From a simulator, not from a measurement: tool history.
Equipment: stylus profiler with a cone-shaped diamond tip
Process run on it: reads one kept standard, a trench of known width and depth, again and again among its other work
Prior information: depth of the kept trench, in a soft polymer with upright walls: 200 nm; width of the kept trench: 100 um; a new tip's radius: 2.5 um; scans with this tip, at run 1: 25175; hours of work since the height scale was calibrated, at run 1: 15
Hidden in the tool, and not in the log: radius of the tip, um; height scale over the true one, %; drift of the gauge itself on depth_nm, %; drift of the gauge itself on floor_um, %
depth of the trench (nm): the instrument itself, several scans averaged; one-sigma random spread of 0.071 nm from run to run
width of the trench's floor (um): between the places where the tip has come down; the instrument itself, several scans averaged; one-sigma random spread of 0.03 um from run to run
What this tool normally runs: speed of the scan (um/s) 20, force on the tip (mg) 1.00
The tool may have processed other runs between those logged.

run,day,speed of the scan (um/s),force on the tip (mg),scans with this tip,hours of work since the height scale was calibrated,depth of the trench (nm),width of the trench's floor (um)
1,0.000,20,1.00,25175,15,200.87,97.89
2,4.746,21,1.00,26086,91,200.83,97.86
3,9.696,21,1.00,27034,170,201.09,97.87
# day 10.396: new tip fitted, height scale calibrated
4,12.854,20,1.00,471,39,200.99,97.92
5,18.283,20,1.00,1512,126,201.05,97.90
6,20.862,20,1.00,2007,167,200.99,97.89

Forecast run 7:
7,23.271,8,0.85,2469,205,?,?

Run 7 measured depth of the trench (nm) 200.88, width of the trench's floor (um) 98.01.
If the tool had no hidden condition, the same run with the same run-to-run variation would have returned depth of the trench (nm) 200.88, width of the trench's floor (um) 98.01.

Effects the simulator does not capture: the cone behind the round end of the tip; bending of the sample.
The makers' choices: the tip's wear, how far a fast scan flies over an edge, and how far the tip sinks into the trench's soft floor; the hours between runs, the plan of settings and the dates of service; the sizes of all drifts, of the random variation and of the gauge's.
